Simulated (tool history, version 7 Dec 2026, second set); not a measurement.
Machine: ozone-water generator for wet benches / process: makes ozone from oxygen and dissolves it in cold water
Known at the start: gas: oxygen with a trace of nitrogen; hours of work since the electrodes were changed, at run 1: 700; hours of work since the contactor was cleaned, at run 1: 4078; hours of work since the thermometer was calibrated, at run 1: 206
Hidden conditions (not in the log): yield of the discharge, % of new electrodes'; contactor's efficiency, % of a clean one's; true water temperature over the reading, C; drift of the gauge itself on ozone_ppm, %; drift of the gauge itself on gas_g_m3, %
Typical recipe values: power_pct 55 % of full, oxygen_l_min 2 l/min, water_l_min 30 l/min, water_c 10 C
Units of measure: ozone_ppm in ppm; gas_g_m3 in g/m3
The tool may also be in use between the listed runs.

run   hour  power_pct  oxygen_l_min  water_l_min  water_c  hours of work since the electrodes were changed  hours of work since the contactor was cleaned  hours of work since the thermometer was calibrated  ozone_ppm  gas_g_m3
  1      0         55             2           30       10                                              700                                           4078                                                 206       11.2     236.5
  2   28.9         55          1.73           30       10                                              717                                           4096                                                 223       10.9     257.6
  3   54.8         55             2           30       10                                              733                                           4111                                                 239       11.1     240.9
  4   70.3         42             2           30       10                                              742                                           4121                                                 248        9.4     197.9
  5     90         84             2           30       10                                              754                                           4133                                                 260       15.4     320.1
  6  107.2         48             2           30       10                                              764                                           4143                                                 271       10.1     215.2
  7  136.9         69             2           30       10                                              782                                           4161                                                 288       13.3     276.6
  8  157.3         69             2           30       10                                              794                                           4173                                                 301       13.2     278.7
  9  188.4         62             2           30       10                                              813                                           4192                                                 319       12.4     257.7
 10    208         55             2           30       10                                              825                                           4204                                                 331       11.4     236.2
 11  232.8         55             2           30       10                                              840                                           4218                                                 346       11.3     236.5
 12  262.7         55             2           30       10                                              858                                           4237                                                 364       11.4     237.6
 13  285.3         55             2           30       10                                              871                                           4250                                                 378       11.2       238
 14  306.2         55             2           30       10                                              884                                           4263                                                 390       11.4     238.3
 15  321.5         55          1.78           30       10                                              893                                           4272                                                 399       11.1     257.6
 16  352.1         55          1.78           30       10                                              912                                           4290                                                 418       10.9     259.1

Run 17, settings as shown, results not yet in. Your forecast:
 17  366.3         55          1.78           30       10                                              920                                           4299                                                 426          ?         ?

{"run 17": {"ozone_ppm": 11, "gas_g_m3": 258.7}}
Take away the tool's hidden state, keep the run-to-run variation as it was, and the same run would have given ozone_ppm 11 ppm, gas_g_m3 255.8 g/m3.

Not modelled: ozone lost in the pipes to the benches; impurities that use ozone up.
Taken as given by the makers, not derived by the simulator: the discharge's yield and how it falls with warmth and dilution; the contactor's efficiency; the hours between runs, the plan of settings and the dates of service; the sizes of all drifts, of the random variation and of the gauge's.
